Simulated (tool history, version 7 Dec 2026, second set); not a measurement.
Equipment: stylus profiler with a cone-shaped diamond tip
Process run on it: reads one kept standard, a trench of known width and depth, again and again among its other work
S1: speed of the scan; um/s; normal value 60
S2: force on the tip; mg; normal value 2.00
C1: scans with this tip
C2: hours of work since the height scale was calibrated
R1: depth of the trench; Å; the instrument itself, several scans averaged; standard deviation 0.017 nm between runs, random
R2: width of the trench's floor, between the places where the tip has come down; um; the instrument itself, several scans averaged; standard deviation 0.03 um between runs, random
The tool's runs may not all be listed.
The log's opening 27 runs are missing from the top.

{"run": 28, "hour": 295.3, "S1": 157, "S2": 1.71, "C1": 3606, "C2": 313, "R1": 2021.9, "R2": 45.59}
{"run": 29, "hour": 306.6, "S1": 33, "S2": 2.21, "C1": 3664, "C2": 318, "R1": 2025.8, "R2": 46.4}
{"run": 30, "hour": 322.8, "S1": 25, "S2": 2.0, "C1": 3746, "C2": 325, "R1": 2024.0, "R2": 46.43}
{"run": 31, "hour": 334.7, "S1": 16, "S2": 3.05, "C1": 3807, "C2": 330, "R1": 2031.3, "R2": 46.49}
{"run": 32, "hour": 350.0, "S1": 129, "S2": 1.08, "C1": 3886, "C2": 337, "R1": 2016.6, "R2": 45.52}
{"run": 33, "hour": 361.6, "S1": 60, "S2": 3.6, "C1": 3945, "C2": 342, "R1": 2034.9, "R2": 46.31}
{"run": 34, "hour": 369.5, "S1": 21, "S2": 0.73, "C1": 3985, "C2": 346, "R1": 2013.2, "R2": 46.4}
{"run": 35, "hour": 378.9, "S1": 15, "S2": 0.94, "C1": 4034, "C2": 350, "R1": 2015.7, "R2": 46.4}
{"run": 36, "hour": 388.2, "S1": 199, "S2": 1.67, "C1": 4082, "C2": 354, "R1": 2022.0, "R2": 45.26}
{"run": 37, "hour": 402.8, "S1": 60, "S2": 0.76, "C1": 4156, "C2": 361, "R1": 2013.5, "R2": 45.97}
{"run": 38, "hour": 411.3, "S1": 187, "S2": 5.2, "C1": 4200, "C2": 364, "R1": 2044.5, "R2": 45.88}
{"run": 39, "hour": 421.8, "S1": 187, "S2": 1.64, "C1": 4254, "C2": 369, "R1": 2021.5, "R2": 45.26}
{"run": 40, "hour": 433.6, "S1": 125, "S2": 2.07, "C1": 4314, "C2": 374, "R1": 2025.0, "R2": 45.78}
{"run": 41, "hour": 447.4, "S1": 30, "S2": 0.95, "C1": 4384, "C2": 380, "R1": 2015.9, "R2": 46.24}
{"run": 42, "hour": 459.1, "S1": 27, "S2": 0.95, "C1": 4444, "C2": 386, "R1": 2015.4, "R2": 46.29}
{"run": 43, "hour": 474.8, "S1": 60, "S2": 1.07, "C1": 4525, "C2": 393, "R1": 2017.1, "R2": 46.04}
{"run": 44, "hour": 490.0, "S1": 60, "S2": 1.07, "C1": 4603, "C2": 399, "R1": 2016.9, "R2": 46.0}
{"run": 45, "hour": 506.2, "S1": 60, "S2": 1.07, "C1": 4685, "C2": 407, "R1": 2017.2, "R2": 46.02}
{"run": 46, "hour": 517.0, "S1": 93, "S2": 3.99, "C1": 4741, "C2": 411, "R1": 2037.5, "R2": 46.07}
{"run": 47, "hour": 533.2, "S1": 39, "S2": 2.0, "C1": 4824, "C2": 419, "R1": 2024.5, "R2": 46.19}

Predict each of these 4 candidate next runs independently; none follows another, all start after run 47:
{"run": "A", "hour": 541.4, "S1": 64, "S2": 2.0, "C1": 4866, "C2": 422, "R1": "?", "R2": "?"}
{"run": "B", "hour": 541.4, "S1": 50, "S2": 0.88, "C1": 4866, "C2": 422, "R1": "?", "R2": "?"}
{"run": "C", "hour": 541.4, "S1": 40, "S2": 1.45, "C1": 4866, "C2": 422, "R1": "?", "R2": "?"}
{"run": "D", "hour": 541.4, "S1": 87, "S2": 0.7, "C1": 4866, "C2": 422, "R1": "?", "R2": "?"}

run=A R1=2024.9 R2=46.08
run=B R1=2015.0 R2=45.94
run=C R1=2020.2 R2=46.22
run=D R1=2013.4 R2=45.51
Take away the tool's hidden state, keep each run's random variation, and the runs would have read:
run=A R1=2022.5 R2=46.83
run=B R1=2012.5 R2=46.69
run=C R1=2017.7 R2=46.96
run=D R1=2010.9 R2=46.26

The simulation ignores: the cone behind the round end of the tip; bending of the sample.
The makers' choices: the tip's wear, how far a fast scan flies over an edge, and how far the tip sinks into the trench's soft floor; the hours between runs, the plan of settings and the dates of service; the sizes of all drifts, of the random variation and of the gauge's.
